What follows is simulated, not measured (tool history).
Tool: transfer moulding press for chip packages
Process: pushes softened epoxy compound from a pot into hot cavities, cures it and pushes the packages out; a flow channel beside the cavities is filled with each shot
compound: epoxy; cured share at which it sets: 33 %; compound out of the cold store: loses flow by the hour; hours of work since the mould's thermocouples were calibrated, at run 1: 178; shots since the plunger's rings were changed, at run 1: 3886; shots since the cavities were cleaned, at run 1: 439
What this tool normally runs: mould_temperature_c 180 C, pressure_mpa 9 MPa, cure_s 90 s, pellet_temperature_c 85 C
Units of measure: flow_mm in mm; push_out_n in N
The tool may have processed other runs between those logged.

run   hour  mould_temperature_c  pressure_mpa  cure_s  pellet_temperature_c  hours of work since the mould's thermocouples were calibrated  shots since the plunger's rings were changed  shots since the cavities were cleaned  incoming compound's hours out of the cold store  flow_mm  push_out_n
  1      0                  180             9      90                    85                                                            178                                          3886                                    439                                             16.1      833         909
      19.4  -- cavities cleaned with cleaning compound and waxed
  2   35.9                  180             9      90                    85                                                            200                                          4378                                    236                                             41.2      727         745
  3   60.6                  180             9      90                    85                                                            216                                          4732                                    590                                               36      736         890
      67.4  -- cavities cleaned with cleaning compound and waxed
      92.7  -- plunger's sealing rings changed
  4  105.8                  180             9      90                    85                                                            243                                           187                                    514                                             31.2      808         873
     118.1  -- cavities cleaned with cleaning compound and waxed
  5  127.3                  180             9      90                    85                                                            257                                           473                                    132                                             32.7      823         690
  6  147.7                  178         10.41      90                    85                                                            270                                           766                                    425                                             13.6      944        1031
     167.6  -- cavities cleaned with cleaning compound and waxed
  7  170.6                  175             9      90                    76                                                            284                                          1071                                     42                                             11.1      909        1066
  8    196                  180          8.46      90                    89                                                            301                                          1435                                    406                                             29.9      794         856
     215.3  -- cavities cleaned with cleaning compound and waxed
  9  238.1                  180          8.46      90                    89                                                            327                                          2017                                    326                                             31.9      767         804
     262.9  -- cavities cleaned with cleaning compound and waxed
 10  276.1                  187         10.88      90                    89                                                            351                                          2540                                    189                                             20.6      900         532

5 options for the next run, each taken on its own from the tool as it stands now. Forecast them:
     312.9  -- cavities cleaned with cleaning compound and waxed
  A  313.7                  187         10.88      90                    76                                                            375                                          3056                                     11                                             12.3        ?           ?
     312.9  -- cavities cleaned with cleaning compound and waxed
  B  313.7                  183         10.95      90                    89                                                            375                                          3056                                     11                                             39.3        ?           ?
     312.9  -- cavities cleaned with cleaning compound and waxed
  C  313.7                  183         10.88      90                    88                                                            375                                          3056                                     11                                             21.5        ?           ?
     312.9  -- cavities cleaned with cleaning compound and waxed
  D  313.7                  174          9.28      90                    85                                                            375                                          3056                                     11                                             40.4        ?           ?
     312.9  -- cavities cleaned with cleaning compound and waxed
  E  313.7                  180          7.24      90                    85                                                            375                                          3056                                     11                                             24.4        ?           ?

run  flow_mm  push_out_n
  A      940         457
  B      818         519
  C      871         531
  D      761         888
  E      722         635
Stripped of hidden state, with their random variation kept, the same runs would have yielded:
run  flow_mm  push_out_n
  A      990         448
  B      862         511
  C      919         524
  D      802         883
  E      761         630

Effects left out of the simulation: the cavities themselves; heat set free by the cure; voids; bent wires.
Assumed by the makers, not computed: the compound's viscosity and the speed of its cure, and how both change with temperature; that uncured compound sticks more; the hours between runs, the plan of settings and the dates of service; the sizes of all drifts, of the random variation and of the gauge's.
